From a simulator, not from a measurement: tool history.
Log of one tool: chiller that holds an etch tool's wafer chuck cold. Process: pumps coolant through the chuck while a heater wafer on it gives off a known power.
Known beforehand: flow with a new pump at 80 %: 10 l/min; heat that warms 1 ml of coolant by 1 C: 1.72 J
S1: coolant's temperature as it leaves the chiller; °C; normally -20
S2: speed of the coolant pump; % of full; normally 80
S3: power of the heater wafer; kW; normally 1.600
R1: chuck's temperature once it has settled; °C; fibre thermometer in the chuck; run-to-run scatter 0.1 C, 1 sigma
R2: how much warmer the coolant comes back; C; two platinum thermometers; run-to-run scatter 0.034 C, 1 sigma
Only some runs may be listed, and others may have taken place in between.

run	hour	S1	S2	S3	R1	R2
1	0.0	-20	80	1.600	-3.0	5.74
2	69.6	-20	80	1.600	-3.1	5.78
3	124.0	-20	80	1.820	-0.4	6.56
4	193.8	-22	80	1.600	-4.9	5.74
5	247.0	-22	80	1.600	-4.8	5.74
6	312.1	-22	80	1.600	-4.7	5.78
7	383.7	-22	80	1.600	-4.7	5.73
8	451.6	-22	80	1.600	-4.7	5.78
9	514.6	-20	89	1.600	-3.5	5.17
10	566.8	-20	80	1.600	-2.6	5.79
11	598.6	-20	80	2.244	4.5	8.10
12	650.1	-20	80	2.244	4.5	8.12
13	697.5	-20	80	2.244	4.4	8.07
14	736.1	-20	80	2.244	4.4	8.16
15	800.9	-20	69	1.600	-0.9	6.78
16	866.8	-20	69	1.600	-0.7	6.78
17	913.7	-20	69	1.269	-4.6	5.43
18	946.9	-14	95	0.950	-4.6	2.95
19	1013.5	-17	78	1.600	1.1	6.00
20	1061.8	-20	91	1.829	-1.3	5.91
21	1106.4	-20	80	1.761	-0.4	6.48
22	1174.1	-20	80	1.761	-0.4	6.45
23	1229.3	-20	66	1.600	0.0	7.18
24	1264.7	-20	66	1.600	0.2	7.18
25	1305.7	-11	87	1.057	0.2	3.56
26	1348.7	-19	80	1.729	0.2	6.29
27	1404.5	-19	80	1.729	0.5	6.41
28	1459.3	-11	71	1.240	4.0	5.17
29	1499.3	-11	77	2.103	13.3	8.07
30	1564.3	-20	95	1.600	-3.8	4.94
31	1622.6	-27	80	1.864	-5.9	6.91

Measured less the same run without the tool's hidden state. The same run-to-run variation is in both; the gauge's scatter may not be:
Unlogged tool condition in this case: heat passed by the chuck's channels, % of clean ones'; flow at a given pump speed, % of a new pump's; coolant's true temperature over the reading, C; drift of the gauge itself on chuck_c, C; drift of the gauge itself on warmer_back_c, C.
run	R1	R2
1	+0.9	+0.15
2	+0.9	+0.15
3	+1.1	+0.19
4	+1.0	+0.16
5	+1.0	+0.17
6	+1.0	+0.18
7	+1.1	+0.19
8	+1.1	+0.19
9	+1.1	+0.18
10	+1.1	+0.21
11	+1.6	+0.30
12	+1.7	+0.30
13	+1.7	+0.30
14	+1.7	+0.31
15	+1.4	+0.27
16	+1.4	+0.27
17	+1.2	+0.22
18	+0.9	+0.12
19	+1.5	+0.26
20	+1.6	+0.26
21	+1.6	+0.28
22	+1.7	+0.30
23	+1.7	+0.33
24	+1.7	+0.33
25	+1.1	+0.17
26	+1.7	+0.31
27	+1.8	+0.31
28	+1.5	+0.26
29	+2.3	+0.41
30	+1.7	+0.26
31	+2.1	+0.36
